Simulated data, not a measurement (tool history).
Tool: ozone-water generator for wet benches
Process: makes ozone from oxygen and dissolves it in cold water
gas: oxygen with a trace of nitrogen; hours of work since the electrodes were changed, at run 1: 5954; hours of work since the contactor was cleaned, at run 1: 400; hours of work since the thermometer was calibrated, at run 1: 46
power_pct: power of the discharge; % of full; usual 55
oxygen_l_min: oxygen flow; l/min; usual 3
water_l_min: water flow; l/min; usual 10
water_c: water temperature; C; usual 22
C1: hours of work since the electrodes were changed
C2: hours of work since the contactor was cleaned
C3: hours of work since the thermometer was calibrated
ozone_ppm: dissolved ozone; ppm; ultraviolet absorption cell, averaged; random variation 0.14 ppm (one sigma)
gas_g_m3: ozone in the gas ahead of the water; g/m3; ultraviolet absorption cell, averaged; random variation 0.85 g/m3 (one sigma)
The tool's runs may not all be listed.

{"run": 1, "day": 0.0, "power_pct": 55, "oxygen_l_min": 3, "water_l_min": 10, "water_c": 22, "C1": 5954, "C2": 400, "C3": 46, "ozone_ppm": 14.8, "gas_g_m3": 121.7}
{"run": 2, "day": 4.725, "power_pct": 55, "oxygen_l_min": 3, "water_l_min": 10, "water_c": 19, "C1": 6048, "C2": 494, "C3": 140, "ozone_ppm": 15.3, "gas_g_m3": 120.9}
{"run": 3, "day": 11.054, "power_pct": 55, "oxygen_l_min": 3, "water_l_min": 10, "water_c": 19, "C1": 6174, "C2": 621, "C3": 267, "ozone_ppm": 15.4, "gas_g_m3": 119.8}
{"run": 4, "day": 15.971, "power_pct": 55, "oxygen_l_min": 3, "water_l_min": 10, "water_c": 19, "C1": 6273, "C2": 719, "C3": 365, "ozone_ppm": 15.5, "gas_g_m3": 120}
{"run": 5, "day": 21.7, "power_pct": 55, "oxygen_l_min": 3, "water_l_min": 10, "water_c": 22, "C1": 6387, "C2": 833, "C3": 479, "ozone_ppm": 14.8, "gas_g_m3": 119.9}
{"run": 6, "day": 28.571, "power_pct": 55, "oxygen_l_min": 3, "water_l_min": 10, "water_c": 22, "C1": 6524, "C2": 970, "C3": 616, "ozone_ppm": 14.4, "gas_g_m3": 118.6}
{"run": 7, "day": 33.454, "power_pct": 55, "oxygen_l_min": 3, "water_l_min": 15, "water_c": 22, "C1": 6622, "C2": 1068, "C3": 714, "ozone_ppm": 10.7, "gas_g_m3": 117.7}
{"run": 8, "day": 37.717, "power_pct": 55, "oxygen_l_min": 3, "water_l_min": 15, "water_c": 22, "C1": 6707, "C2": 1153, "C3": 799, "ozone_ppm": 10.9, "gas_g_m3": 116.9}
{"run": 9, "day": 42.688, "power_pct": 55, "oxygen_l_min": 3, "water_l_min": 15, "water_c": 22, "C1": 6806, "C2": 1252, "C3": 898, "ozone_ppm": 10.6, "gas_g_m3": 119.7}
{"run": 10, "day": 47.375, "power_pct": 55, "oxygen_l_min": 3, "water_l_min": 15, "water_c": 22, "C1": 6899, "C2": 1346, "C3": 992, "ozone_ppm": 10.8, "gas_g_m3": 118.6}
{"run": 11, "day": 51.704, "power_pct": 55, "oxygen_l_min": 3, "water_l_min": 15, "water_c": 22, "C1": 6986, "C2": 1432, "C3": 1078, "ozone_ppm": 10.7, "gas_g_m3": 117.1}
{"run": 12, "day": 55.821, "power_pct": 55, "oxygen_l_min": 3, "water_l_min": 15, "water_c": 22, "C1": 7068, "C2": 1514, "C3": 1160, "ozone_ppm": 10.5, "gas_g_m3": 115.4}
{"run": 13, "day": 60.083, "power_pct": 87, "oxygen_l_min": 3, "water_l_min": 11, "water_c": 29, "C1": 7153, "C2": 1599, "C3": 1245, "ozone_ppm": 16.6, "gas_g_m3": 161.6}
{"run": 14, "day": 67.712, "power_pct": 87, "oxygen_l_min": 3, "water_l_min": 11, "water_c": 29, "C1": 7305, "C2": 1752, "C3": 1398, "ozone_ppm": 16.3, "gas_g_m3": 161.9}
{"run": 15, "day": 74.492, "power_pct": 96, "oxygen_l_min": 1.75, "water_l_min": 14, "water_c": 29, "C1": 7441, "C2": 1887, "C3": 1533, "ozone_ppm": 12.8, "gas_g_m3": 206.4}
{"run": 16, "day": 78.883, "power_pct": 96, "oxygen_l_min": 3.7, "water_l_min": 7, "water_c": 20, "C1": 7528, "C2": 1975, "C3": 1621, "ozone_ppm": 27.4, "gas_g_m3": 162}
{"run": 17, "day": 84.35, "power_pct": 42, "oxygen_l_min": 1.6, "water_l_min": 7, "water_c": 20, "C1": 7637, "C2": 2084, "C3": 1730, "ozone_ppm": 13, "gas_g_m3": 117}
{"run": 18, "day": 89.908, "power_pct": 42, "oxygen_l_min": 1.6, "water_l_min": 14, "water_c": 20, "C1": 7748, "C2": 2195, "C3": 1841, "ozone_ppm": 7.4, "gas_g_m3": 115.5}
{"run": 19, "day": 95.967, "power_pct": 42, "oxygen_l_min": 1.6, "water_l_min": 14, "water_c": 20, "C1": 7869, "C2": 2316, "C3": 1962, "ozone_ppm": 7.5, "gas_g_m3": 117.1}
{"run": 20, "day": 101.762, "power_pct": 42, "oxygen_l_min": 1.6, "water_l_min": 14, "water_c": 20, "C1": 7985, "C2": 2431, "C3": 2077, "ozone_ppm": 7.4, "gas_g_m3": 117.4}
{"run": 21, "day": 107.829, "power_pct": 55, "oxygen_l_min": 5.32, "water_l_min": 10, "water_c": 22, "C1": 8106, "C2": 2552, "C3": 2198, "ozone_ppm": 14.4, "gas_g_m3": 96.1}
{"run": 22, "day": 115.504, "power_pct": 55, "oxygen_l_min": 5.32, "water_l_min": 10, "water_c": 22, "C1": 8259, "C2": 2706, "C3": 2352, "ozone_ppm": 14.4, "gas_g_m3": 93.7}
{"run": 23, "day": 119.662, "power_pct": 51, "oxygen_l_min": 3.05, "water_l_min": 6, "water_c": 22, "C1": 8342, "C2": 2789, "C3": 2435, "ozone_ppm": 17.3, "gas_g_m3": 106.4}

Forecast each of these 3 alternatives for the next run:
{"run": "A", "day": 125.342, "power_pct": 82, "oxygen_l_min": 2.4, "water_l_min": 7, "water_c": 22, "C1": 8456, "C2": 2902, "C3": 2548, "ozone_ppm": "?", "gas_g_m3": "?"}
{"run": "B", "day": 125.342, "power_pct": 42, "oxygen_l_min": 3, "water_l_min": 10, "water_c": 20, "C1": 8456, "C2": 2902, "C3": 2548, "ozone_ppm": "?", "gas_g_m3": "?"}
{"run": "C", "day": 125.342, "power_pct": 51, "oxygen_l_min": 2.61, "water_l_min": 6, "water_c": 28, "C1": 8456, "C2": 2902, "C3": 2548, "ozone_ppm": "?", "gas_g_m3": "?"}

run=A ozone_ppm=21.4 gas_g_m3=162
run=B ozone_ppm=11.7 gas_g_m3=94.3
run=C ozone_ppm=14.8 gas_g_m3=111.4
Without the tool's hidden state the same runs would have given:
run=A ozone_ppm=28.8 gas_g_m3=212.7
run=B ozone_ppm=13.9 gas_g_m3=108.9
run=C ozone_ppm=18.2 gas_g_m3=133.6
